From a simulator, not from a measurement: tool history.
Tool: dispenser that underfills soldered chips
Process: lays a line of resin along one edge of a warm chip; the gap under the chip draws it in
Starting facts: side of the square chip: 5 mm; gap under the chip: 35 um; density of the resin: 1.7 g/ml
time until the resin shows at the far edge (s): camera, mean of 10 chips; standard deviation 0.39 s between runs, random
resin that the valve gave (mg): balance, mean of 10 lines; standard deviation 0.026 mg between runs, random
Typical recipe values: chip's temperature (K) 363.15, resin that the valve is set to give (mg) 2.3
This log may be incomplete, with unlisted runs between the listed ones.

run,hour,chip's temperature (K),resin that the valve is set to give (mg),time until the resin shows at the far edge (s),resin that the valve gave (mg)
1,0,363.15,2.3,29.2,2.28
# hour 7.3: new syringe of resin
2,8,363.15,2.3,25.2,2.32
3,19.7,363.15,2.3,32.1,2.26
# hour 21.3: new syringe of resin
4,27.3,363.15,2.3,28.5,2.24
# hour 35.6: new syringe of resin
5,36.7,363.15,2.96,24.5,2.92
6,48.4,363.15,2.96,32,2.86
# hour 50.2: new syringe of resin
7,57.6,363.15,2.98,27.5,2.91
# hour 64.4: new syringe of resin
8,67.3,363.15,2.98,25.3,2.85
# hour 78.6: new syringe of resin
9,79.1,365.15,2.98,22.7,2.85
10,86.1,365.15,2.98,25.8,2.84
# hour 92.9: new syringe of resin
11,94.8,365.15,2.98,23.8,2.79
12,99.8,365.15,2.98,26.7,2.81
# hour 107.2: new syringe of resin
13,107.9,370.15,2.98,20.7,2.8
14,114.5,370.15,2.98,22.7,2.76
# hour 121.2: new syringe of resin
15,121.2,364.15,2.3,24.3,2.12
16,128,366.15,2.3,26.8,2.16
# hour 135.5: new syringe of resin
17,138.8,366.15,2.3,23.9,2.11
18,149.1,366.15,2.3,30,2.14
# hour 150.1: new syringe of resin
19,160.3,366.15,2.14,29,1.94
# hour 164.3: new syringe of resin
20,170.5,367.15,2.38,24.6,2.16
# hour 178.8: new syringe of resin
21,182.4,375.15,2.71,18.5,2.45
# hour 193.2: new syringe of resin
22,194.1,356.15,2.52,30.7,2.24
# hour 197.8: dispensing valve cleaned and set on the balance
23,206.3,369.15,2.67,24.9,2.68
# hour 208.5: new syringe of resin
24,213,369.15,2.67,21.8,2.63
# hour 222.9: new syringe of resin
25,223.2,369.15,2.67,19.2,2.58
26,228.5,369.15,2.67,21.8,2.65
# hour 237.8: new syringe of resin
27,238.9,369.15,2.67,20.8,2.59
28,250.2,353.15,2.39,43.1,2.3
# hour 251.9: new syringe of resin
29,258.4,363.15,2.15,27.5,2.06
# hour 265.9: new syringe of resin
30,269.1,363.15,2.15,26.5,2.08
31,274.4,377.15,2.48,18.4,2.38
# hour 280.5: new syringe of resin
32,281.7,352.15,2.03,36.1,1.93
33,289.4,357.15,2.88,35.2,2.68
# hour 294.9: new syringe of resin
34,297.4,359.15,2.95,26.9,2.83
35,304,355.15,2.84,36.8,2.67
# hour 309.7: new syringe of resin
36,310.3,355.15,2.84,30.8,2.67
37,315.8,366.15,2.33,24.5,2.19

Table of differences, measured result less the result of that run with no hidden state. Run-to-run variation is the same in both. Gauge scatter possibly is not:
The hidden state here: resin's viscosity, % of fresh resin's; dose that the valve gives, % of what is set; true chip temperature over the reading, C; drift of the gauge itself on fill_s, %; drift of the gauge itself on given_mg, %.
run,time until the resin shows at the far edge (s),resin that the valve gave (mg)
1,+3.7,-0.01
2,+0,-0.01
3,+7.1,-0.03
4,+3,-0.04
5,+0.3,-0.06
6,+7.5,-0.08
7,+3.2,-0.1
8,+0.8,-0.12
9,-0.6,-0.13
10,+3.1,-0.14
11,+0.5,-0.15
12,+3.2,-0.16
13,+0.2,-0.18
14,+3.1,-0.19
15,-0.4,-0.16
16,+3.3,-0.16
17,+1.3,-0.17
18,+7.4,-0.18
19,+5.3,-0.18
20,+2.6,-0.22
21,+1.1,-0.27
22,-0.6,-0.26
23,+4.8,-0.01
24,+1.2,-0.02
25,-1,-0.03
26,+1.3,-0.04
27,+0,-0.06
28,+8.9,-0.06
29,+2.8,-0.07
30,+1.1,-0.08
31,+2.8,-0.09
32,-0.1,-0.08
33,+5,-0.13
34,-0.1,-0.15
35,+4.7,-0.15
36,-1.3,-0.16
37,+2,-0.14

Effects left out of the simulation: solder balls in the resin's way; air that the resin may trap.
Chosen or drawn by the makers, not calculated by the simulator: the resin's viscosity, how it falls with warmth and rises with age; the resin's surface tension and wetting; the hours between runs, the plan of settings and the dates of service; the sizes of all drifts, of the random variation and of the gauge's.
